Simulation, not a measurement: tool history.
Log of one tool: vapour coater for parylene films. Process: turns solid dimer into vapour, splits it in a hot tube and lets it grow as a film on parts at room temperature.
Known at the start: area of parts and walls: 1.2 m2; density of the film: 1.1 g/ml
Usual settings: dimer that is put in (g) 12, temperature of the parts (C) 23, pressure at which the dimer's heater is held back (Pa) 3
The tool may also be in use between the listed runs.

run	hour	dimer that is put in (g)	temperature of the parts (C)	pressure at which the dimer's heater is held back (Pa)	thickness of the film (µm)
1	0	12	23	3	7.07
2	32.5	12	23	9.47	5.93
3	58.3	12	23	3	7.07
4	86	12	23	3	7.07
5	103.6	12	25	3	6.72
6	136.5	12	25	3	6.71
7	171.6	12	23	3	7.06
8	207.1	12	22	3	7.24
9	230.6	7	23	3	4.1
10	253.1	7	23	3	4.13
11	288.6	7	23	3	4.16
12	319.9	7	23	3	4.12
13	352.1	7	23	3	4.12
14	372.4	7	31	3	3.42
15	406.9	12	23	3	7.08
16	432.9	12	23	3	7.07
17	456.1	12	23	6.21	6.36
18	482.2	12	23	6.21	6.35
19	504	12	23	6.21	6.28
20	521.4	17	23	6.21	8.97
21	555.4	12	23	2.3	7.37
22	582	11	19	3	7.13
23	599.6	10	32	6.57	4.21
24	634.1	11	32	8.5	4.42
25	654	11	32	8.5	4.41
26	682	15	21	10.54	7.63
27	714.5	12	32	6.14	5.13
28	738.2	12	32	6.14	5.1
29	754.3	12	16	7.95	7.24
30	768.8	12	22	2.92	7.25

Not shown: 2 entries that the log had between the listed runs. Between which runs, and how does the tool's hidden state differ before and after?
Between runs 9 and 10: trap's valve overhauled (hour 240.5)
  vapour lost through the trap's worn valve, %: 0.2 -> 0
Between runs 21 and 22: trap's valve overhauled (hour 568.9)
  vapour lost through the trap's worn valve, %: 0.2 -> 0
